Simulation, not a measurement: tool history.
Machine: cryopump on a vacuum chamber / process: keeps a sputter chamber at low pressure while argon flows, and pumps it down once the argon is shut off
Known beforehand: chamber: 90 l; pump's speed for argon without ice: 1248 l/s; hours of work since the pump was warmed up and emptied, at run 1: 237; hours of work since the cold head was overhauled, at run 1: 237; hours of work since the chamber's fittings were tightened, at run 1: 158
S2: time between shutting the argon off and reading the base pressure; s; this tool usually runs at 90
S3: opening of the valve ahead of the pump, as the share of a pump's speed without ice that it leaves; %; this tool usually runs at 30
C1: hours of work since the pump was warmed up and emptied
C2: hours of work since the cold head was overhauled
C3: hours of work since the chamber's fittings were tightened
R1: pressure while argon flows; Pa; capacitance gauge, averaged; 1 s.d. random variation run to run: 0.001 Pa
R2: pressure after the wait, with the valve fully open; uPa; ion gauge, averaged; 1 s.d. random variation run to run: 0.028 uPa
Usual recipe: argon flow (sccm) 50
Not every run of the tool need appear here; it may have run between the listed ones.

Run 1, day 0.000: usual settings; C1 237; C2 237; C3 158. Result: R1 0.2300 Pa, R2 1.54 uPa.
Run 2, day 2.192: usual settings; C1 278; C2 278; C3 199. Result: R1 0.2322 Pa, R2 1.55 uPa.
Run 3, day 3.188: usual settings but S3 28 %; C1 296; C2 296; C3 217. Result: R1 0.2486 Pa, R2 1.55 uPa.
Run 4, day 5.192: usual settings but S3 28 %; C1 334; C2 334; C3 254. Result: R1 0.2478 Pa, R2 1.65 uPa.
Run 5, day 6.421: usual settings but argon flow (sccm) 61; C1 356; C2 356; C3 277. Result: R1 0.2856 Pa, R2 1.60 uPa.
Run 6, day 7.825: usual settings; C1 382; C2 382; C3 303. Result: R1 0.2329 Pa, R2 1.70 uPa.
Run 7, day 10.079: usual settings but S2 177 s; C1 424; C2 424; C3 345. Result: R1 0.2361 Pa, R2 1.21 uPa.
Run 8, day 11.579: usual settings but S3 26 %; C1 452; C2 452; C3 373. Result: R1 0.2683 Pa, R2 1.73 uPa.
Run 9, day 13.292: usual settings but S3 24 %; C1 484; C2 484; C3 405. Result: R1 0.2919 Pa, R2 1.76 uPa.
Run 10, day 15.092: usual settings but S3 24 %; C1 517; C2 517; C3 438. Result: R1 0.2946 Pa, R2 1.88 uPa.
Run 11, day 16.142: usual settings but S3 24 %; C1 537; C2 537; C3 458. Result: R1 0.2947 Pa, R2 1.86 uPa.
Run 12, day 18.275: usual settings but S3 34 %; C1 577; C2 577; C3 497. Result: R1 0.2125 Pa, R2 1.90 uPa.
Run 13, day 20.275: usual settings but S3 34 %; C1 614; C2 614; C3 535. Result: R1 0.2123 Pa, R2 2.00 uPa.
Run 14, day 21.358: usual settings but S3 34 %; C1 634; C2 634; C3 555. Result: R1 0.2140 Pa, R2 2.00 uPa.
Run 15, day 23.208: usual settings but S3 44 %; C1 668; C2 668; C3 589. Result: R1 0.1700 Pa, R2 2.01 uPa.
Run 16, day 24.650: usual settings but S3 16 %; C1 695; C2 695; C3 616. Result: R1 0.4404 Pa, R2 2.07 uPa.
Run 17, day 26.317: usual settings but argon flow (sccm) 26, S2 113 s, S3 20 %; C1 726; C2 726; C3 647. Result: R1 0.1846 Pa, R2 1.89 uPa.
Run 18, day 27.625: usual settings but argon flow (sccm) 51, S2 86 s; C1 750; C2 750; C3 671. Result: R1 0.2499 Pa, R2 2.14 uPa.
Run 19, day 29.746: usual settings but argon flow (sccm) 51, S2 86 s; C1 790; C2 790; C3 711. Result: R1 0.2499 Pa, R2 2.22 uPa.
Run 20, day 31.979: usual settings but argon flow (sccm) 51, S2 86 s; C1 831; C2 831; C3 752. Result: R1 0.2508 Pa, R2 2.33 uPa.
Run 21, day 34.038: usual settings but S2 249 s, S3 22 %; C1 870; C2 870; C3 790. Result: R1 0.3333 Pa, R2 1.61 uPa.
Run 22, day 36.212: usual settings but argon flow (sccm) 37, S2 196 s, S3 48 %; C1 910; C2 910; C3 831. Result: R1 0.1206 Pa, R2 1.82 uPa.
Run 23, day 37.812: usual settings but argon flow (sccm) 99, S2 196 s, S3 24 %; C1 940; C2 940; C3 861. Result: R1 0.6053 Pa, R2 1.79 uPa.
Run 24, day 38.762: usual settings but argon flow (sccm) 43, S2 24 s, S3 23 %; C1 957; C2 957; C3 878. Result: R1 0.2746 Pa, R2 5.45 uPa.
Run 25, day 40.838: usual settings but argon flow (sccm) 21, S2 35 s, S3 26 %; C1 996; C2 996; C3 917. Result: R1 0.1207 Pa, R2 4.12 uPa.
Run 26, day 42.504: usual settings but S2 121 s, S3 50 %; C1 1027; C2 1027; C3 948. Result: R1 0.1630 Pa, R2 2.32 uPa.
Run 27, day 44.425: usual settings but S2 121 s, S3 50 %; C1 1063; C2 1063; C3 983. Result: R1 0.1659 Pa, R2 2.42 uPa.
Run 28, day 46.129: usual settings but S2 40 s, S3 26 %; C1 1094; C2 1094; C3 1015. Result: R1 0.2904 Pa, R2 3.89 uPa.
Run 29, day 47.879: usual settings but argon flow (sccm) 70, S2 25 s, S3 56 %; C1 1127; C2 1127; C3 1048. Result: R1 0.2140 Pa, R2 5.71 uPa.
At day 48.217: pump warmed up, emptied and cooled again.
Run 30, day 49.854: usual settings but argon flow (sccm) 28, S2 157 s, S3 38 %; C1 30; C2 1160; C3 1080. Result: R1 0.1003 Pa, R2 1.79 uPa.
Run 31, day 50.962: usual settings but argon flow (sccm) 26, S2 109 s, S3 18 %; C1 51; C2 1180; C3 1101. Result: R1 0.1980 Pa, R2 2.10 uPa.

What if the next run were any one of these 4? Each begins from the tool's condition after run 31:
Run A, day 53.308: usual settings but argon flow (sccm) 67, S2 65 s, S3 26 %; C1 95; C2 1224; C3 1145. Result: R1 ?, R2 ?.
Run B, day 53.308: usual settings but argon flow (sccm) 82, S2 242 s, S3 51 %; C1 95; C2 1224; C3 1145. Result: R1 ?, R2 ?.
Run C, day 53.308: usual settings but argon flow (sccm) 40, S2 55 s, S3 48 %; C1 95; C2 1224; C3 1145. Result: R1 ?, R2 ?.
Run D, day 53.308: usual settings but argon flow (sccm) 27, S2 212 s, S3 20 %; C1 95; C2 1224; C3 1145. Result: R1 ?, R2 ?.

run      R1    R2
  A  0.3524  2.72
  B  0.2234  1.68
  C  0.1159  3.09
  D  0.1861  1.76
What these runs would have given with no unlogged condition in the tool:
run      R1    R2
  A  0.3483  1.70
  B  0.2183  0.67
  C  0.1134  2.05
  D  0.1844  0.72
